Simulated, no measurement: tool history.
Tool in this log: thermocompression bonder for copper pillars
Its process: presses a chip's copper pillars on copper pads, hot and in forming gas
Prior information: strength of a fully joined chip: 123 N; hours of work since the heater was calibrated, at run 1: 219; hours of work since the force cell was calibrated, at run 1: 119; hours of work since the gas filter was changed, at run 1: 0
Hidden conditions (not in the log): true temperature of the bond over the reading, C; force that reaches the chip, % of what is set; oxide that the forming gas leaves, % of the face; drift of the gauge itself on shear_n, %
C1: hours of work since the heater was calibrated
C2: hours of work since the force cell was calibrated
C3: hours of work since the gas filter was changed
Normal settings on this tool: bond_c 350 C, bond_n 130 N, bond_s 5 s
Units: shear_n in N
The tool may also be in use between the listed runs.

Run 1, hour 0.0: usual settings; C1 219; C2 119; C3 0. Result: shear_n 74.6 N.
Run 2, hour 23.6: usual settings; C1 236; C2 136; C3 17. Result: shear_n 75.5 N.
Run 3, hour 39.3: usual settings; C1 247; C2 147; C3 28. Result: shear_n 73.5 N.
Run 4, hour 51.1: usual settings; C1 256; C2 155; C3 36. Result: shear_n 74.2 N.
Run 5, hour 72.1: usual settings; C1 271; C2 170; C3 51. Result: shear_n 73.6 N.
Run 6, hour 89.3: usual settings but bond_n 134 N; C1 283; C2 182; C3 63. Result: shear_n 72.5 N.
Run 7, hour 103.6: usual settings but bond_n 134 N; C1 293; C2 192; C3 74. Result: shear_n 73.7 N.
Run 8, hour 120.0: usual settings but bond_n 134 N; C1 305; C2 204; C3 85. Result: shear_n 73.3 N.
Run 9, hour 138.8: usual settings but bond_n 110 N; C1 318; C2 217; C3 99. Result: shear_n 66.2 N.
Run 10, hour 158.8: usual settings but bond_n 110 N; C1 332; C2 232; C3 113. Result: shear_n 64.8 N.
At hour 171.9: forming gas filter changed.
Run 11, hour 172.4: usual settings but bond_n 110 N; C1 342; C2 241; C3 0. Result: shear_n 69.0 N.
Run 12, hour 192.3: usual settings but bond_n 110 N; C1 356; C2 255; C3 15. Result: shear_n 69.5 N.
Run 13, hour 203.7: usual settings but bond_n 110 N; C1 364; C2 263; C3 23. Result: shear_n 67.7 N.
Run 14, hour 223.3: usual settings but bond_n 110 N; C1 378; C2 277; C3 37. Result: shear_n 67.9 N.
Run 15, hour 246.1: usual settings but bond_n 110 N; C1 394; C2 293; C3 53. Result: shear_n 68.2 N.
Run 16, hour 261.2: usual settings but bond_n 110 N; C1 405; C2 304; C3 63. Result: shear_n 66.7 N.
Run 17, hour 272.5: usual settings but bond_n 110 N; C1 413; C2 312; C3 71. Result: shear_n 66.1 N.
Run 18, hour 289.3: usual settings but bond_n 110 N; C1 425; C2 324; C3 83. Result: shear_n 66.4 N.
Run 19, hour 301.5: usual settings but bond_n 110 N; C1 433; C2 333; C3 92. Result: shear_n 66.2 N.
At hour 304.3: force cell calibrated.
Run 20, hour 318.9: usual settings but bond_n 110 N; C1 445; C2 10; C3 103. Result: shear_n 65.6 N.
Run 21, hour 333.9: usual settings but bond_n 110 N; C1 455; C2 21; C3 114. Result: shear_n 64.7 N.
At hour 346.2: forming gas filter changed.
Run 22, hour 352.8: usual settings but bond_c 323 C, bond_n 128 N, bond_s 13 s; C1 468; C2 34; C3 5. Result: shear_n 84.2 N.
Run 23, hour 372.1: usual settings but bond_c 323 C, bond_n 128 N, bond_s 13 s; C1 482; C2 48; C3 18. Result: shear_n 84.8 N.
Run 24, hour 388.9: usual settings but bond_c 347 C, bond_s 14 s; C1 494; C2 60; C3 30. Result: shear_n 94.8 N.
Run 25, hour 406.7: usual settings but bond_c 359 C, bond_n 176 N, bond_s 3 s; C1 507; C2 72; C3 43. Result: shear_n 80.8 N.
At hour 411.8: force cell calibrated, once more.
Run 26, hour 432.7: usual settings but bond_c 330 C, bond_n 140 N, bond_s 4 s; C1 524; C2 15; C3 60. Result: shear_n 61.2 N.
Run 27, hour 455.9: usual settings but bond_c 328 C, bond_n 151 N, bond_s 4 s; C1 540; C2 31; C3 77. Result: shear_n 62.9 N.
Run 28, hour 468.5: usual settings but bond_c 348 C, bond_s 4 s; C1 549; C2 40; C3 86. Result: shear_n 66.2 N.
Run 29, hour 494.3: usual settings but bond_c 348 C, bond_s 4 s; C1 568; C2 59; C3 104. Result: shear_n 66.0 N.
Run 30, hour 516.3: usual settings but bond_c 371 C, bond_n 155 N, bond_s 3 s; C1 583; C2 74; C3 120. Result: shear_n 74.4 N.
At hour 519.8: forming gas filter changed.
Run 31, hour 530.3: usual settings but bond_s 12 s; C1 593; C2 84; C3 8. Result: shear_n 94.6 N.
Run 32, hour 554.3: usual settings but bond_c 349 C, bond_s 3 s; C1 610; C2 101; C3 24. Result: shear_n 63.5 N.
Run 33, hour 575.1: usual settings but bond_c 349 C, bond_s 3 s; C1 625; C2 116; C3 39. Result: shear_n 63.3 N.
Run 34, hour 597.0: usual settings but bond_c 374 C, bond_n 111 N, bond_s 7 s; C1 640; C2 131; C3 55. Result: shear_n 85.3 N.
Run 35, hour 622.8: usual settings but bond_c 374 C, bond_n 111 N, bond_s 7 s; C1 659; C2 150; C3 73. Result: shear_n 84.7 N.
Run 36, hour 639.3: usual settings but bond_c 360 C; C1 670; C2 161; C3 85. Result: shear_n 76.5 N.
Run 37, hour 652.7: usual settings but bond_c 340 C, bond_n 95 N, bond_s 10 s; C1 680; C2 171; C3 94. Result: shear_n 70.6 N.
Run 38, hour 675.3: usual settings but bond_c 340 C, bond_n 95 N, bond_s 10 s; C1 696; C2 187; C3 110. Result: shear_n 68.3 N.
At hour 692.3: forming gas filter changed.
Run 39, hour 694.9: usual settings but bond_c 363 C, bond_s 6 s; C1 709; C2 200; C3 2. Result: shear_n 87.6 N.

Each row is a separate what-if for the run after 39, all from the same tool condition, not one after another. Results?
Run A, hour 706.9: usual settings but bond_c 330 C, bond_n 127 N, bond_s 6 s; C1 718; C2 209; C3 10. Result: shear_n ?.
Run B, hour 706.9: usual settings but bond_n 131 N, bond_s 4 s; C1 718; C2 209; C3 10. Result: shear_n ?.
Run C, hour 706.9: usual settings but bond_c 339 C, bond_n 80 N; C1 718; C2 209; C3 10. Result: shear_n ?.
Run D, hour 706.9: usual settings but bond_c 376 C, bond_s 3 s; C1 718; C2 209; C3 10. Result: shear_n ?.

run  shear_n
  A     70.0
  B     72.5
  C     54.6
  D     77.5
The same runs, with their run-to-run variation unchanged, on a tool lacking any hidden condition would have given:
run  shear_n
  A     67.3
  B     70.0
  C     52.2
  D     75.2
